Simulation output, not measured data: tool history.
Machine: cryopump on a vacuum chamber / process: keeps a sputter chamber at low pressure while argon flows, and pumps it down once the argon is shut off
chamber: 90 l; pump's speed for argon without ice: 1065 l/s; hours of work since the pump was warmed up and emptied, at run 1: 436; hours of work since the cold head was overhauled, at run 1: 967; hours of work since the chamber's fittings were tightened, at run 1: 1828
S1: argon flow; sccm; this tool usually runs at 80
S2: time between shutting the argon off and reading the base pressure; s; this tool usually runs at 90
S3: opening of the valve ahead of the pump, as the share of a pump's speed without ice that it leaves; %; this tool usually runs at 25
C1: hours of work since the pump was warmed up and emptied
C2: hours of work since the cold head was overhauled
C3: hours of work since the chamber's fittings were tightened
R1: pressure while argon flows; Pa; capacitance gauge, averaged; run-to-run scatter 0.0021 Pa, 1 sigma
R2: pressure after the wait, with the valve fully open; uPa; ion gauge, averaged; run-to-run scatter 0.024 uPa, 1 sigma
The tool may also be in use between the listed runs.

run,hour,S1,S2,S3,C1,C2,C3,R1,R2
1,0.0,80,90,25,436,967,1828,0.5252,3.55
# hour 11.5: leaking fittings of the chamber tightened, without venting
2,26.2,80,90,25,454,985,11,0.5276,0.90
3,48.4,80,90,41,470,1001,27,0.3316,1.00
4,74.0,80,90,41,489,1020,46,0.3318,0.98
5,99.6,80,90,25,508,1039,65,0.5294,1.04
6,116.5,80,90,25,520,1052,78,0.5315,1.06
# hour 136.9: pump warmed up, emptied and cooled again
7,137.2,80,90,25,0,1063,89,0.5083,0.97
8,165.3,80,90,25,21,1084,110,0.5160,1.07
9,192.8,80,90,57,41,1104,130,0.2247,1.03
10,217.6,46,90,25,60,1122,149,0.2936,1.05
11,246.4,93,90,25,81,1144,170,0.5980,1.08
12,260.9,50,90,25,92,1155,181,0.3200,1.12
13,282.9,80,46,25,108,1171,197,0.5156,1.68
14,302.0,80,46,25,122,1185,211,0.5175,1.66
15,318.3,100,65,54,134,1197,223,0.3038,1.45
16,335.8,100,65,54,147,1210,236,0.3040,1.39
17,351.9,100,65,54,159,1222,248,0.3044,1.41
18,371.2,100,21,42,173,1236,262,0.3885,3.13
19,399.0,113,90,54,194,1257,283,0.3472,1.28
20,419.1,86,36,19,208,1271,297,0.7305,2.09
21,450.4,80,136,21,232,1294,320,0.6202,1.11
22,473.4,80,136,21,249,1311,337,0.6165,1.15
23,493.8,80,136,21,264,1327,353,0.6158,1.19
24,507.4,45,136,21,274,1337,363,0.3509,1.16
25,536.9,68,112,25,295,1358,384,0.4425,1.32

Forecast each of these 5 alternatives for the next run:
A,550.9,105,287,32,306,1369,395,?,?
B,550.9,32,86,25,306,1369,395,?,?
C,550.9,159,75,25,306,1369,395,?,?
D,550.9,39,238,40,306,1369,395,?,?
E,550.9,80,90,26,306,1369,395,?,?

run,R1,R2
A,0.5413,1.01
B,0.2083,1.43
C,1.0306,1.61
D,0.1635,1.04
E,0.5040,1.45
With no hidden state in the tool, these same runs would have given:
run,R1,R2
A,0.5212,0.45
B,0.2022,0.86
C,1.0006,1.03
D,0.1560,0.47
E,0.4888,0.88
